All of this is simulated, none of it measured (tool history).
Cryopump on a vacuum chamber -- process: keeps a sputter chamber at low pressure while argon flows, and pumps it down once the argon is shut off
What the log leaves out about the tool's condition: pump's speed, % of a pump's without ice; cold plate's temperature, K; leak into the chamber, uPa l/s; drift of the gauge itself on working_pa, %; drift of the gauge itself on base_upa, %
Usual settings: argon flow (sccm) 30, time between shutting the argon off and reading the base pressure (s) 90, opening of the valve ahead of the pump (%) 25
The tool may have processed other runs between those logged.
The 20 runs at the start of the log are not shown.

run    hour  argon flow (sccm)  time between shutting the argon off and reading the base pressure (s)  opening of the valve ahead of the pump (%)  hours of work since the pump was warmed up and emptied  hours of work since the cold head was overhauled  hours of work since the chamber's fittings were tightened  pressure while argon flows (Pa)  pressure after the wait (uPa)
 21   582.6                 12                                                                    181                                          39                                                     293                                               293                                                        630                           0.0294                           0.89
 22   615.1                 12                                                                    181                                          39                                                     309                                               309                                                        646                           0.0284                           0.91
 23   638.9                 17                                                                     33                                          41                                                     321                                               321                                                        658                           0.0386                           2.63
 24   675.4                 42                                                                     32                                          41                                                     339                                               339                                                        676                           0.0976                           2.77
 25   713.0                 42                                                                     32                                          41                                                     358                                               358                                                        695                           0.0969                           2.73
 26   745.2                 30                                                                     60                                          25                                                     374                                               374                                                        711                           0.1129                           1.73
 27   777.8                 53                                                                    108                                          27                                                     390                                               390                                                        727                           0.1839                           1.22
 28   810.1                 53                                                                    108                                          27                                                     406                                               406                                                        743                           0.1832                           1.14
 29   841.8                 53                                                                    108                                          27                                                     422                                               422                                                        759                           0.1852                           1.23
 30   860.5                 53                                                                    108                                          27                                                     431                                               431                                                        768                           0.1844                           1.17
 31   887.0                 30                                                                    139                                          18                                                     444                                               444                                                        781                           0.1554                           1.05
 32   913.5                 32                                                                     76                                          21                                                     457                                               457                                                        795                           0.1420                           1.52
 33   950.2                 32                                                                     76                                          21                                                     476                                               476                                                        813                           0.1425                           1.52
 34   986.2                 32                                                                     76                                          21                                                     494                                               494                                                        831                           0.1425                           1.49
 35  1028.3                 32                                                                     76                                          21                                                     515                                               515                                                        852                           0.1443                           1.56

What if the next run were any one of these 4? Each begins from the tool's condition after run 35:
  A  1060.0                 16                                                                     76                                          21                                                     530                                               530                                                        868                                ?                              ?
  B  1060.0                 28                                                                     32                                          35                                                     530                                               530                                                        868                                ?                              ?
  C  1060.0                 30                                                                     55                                          39                                                     530                                               530                                                        868                                ?                              ?
  D  1060.0                 52                                                                    157                                          36                                                     530                                               530                                                        868                                ?                              ?

run  pressure while argon flows (Pa)  pressure after the wait (uPa)
  A                           0.0713                           1.59
  B                           0.0773                           2.77
  C                           0.0750                           1.96
  D                           0.1403                           1.09
With the hidden condition removed and each run's random variation left untouched, the same runs would have given:
run  pressure while argon flows (Pa)  pressure after the wait (uPa)
  A                           0.0684                           1.11
  B                           0.0721                           2.31
  C                           0.0695                           1.47
  D                           0.1306                           0.61
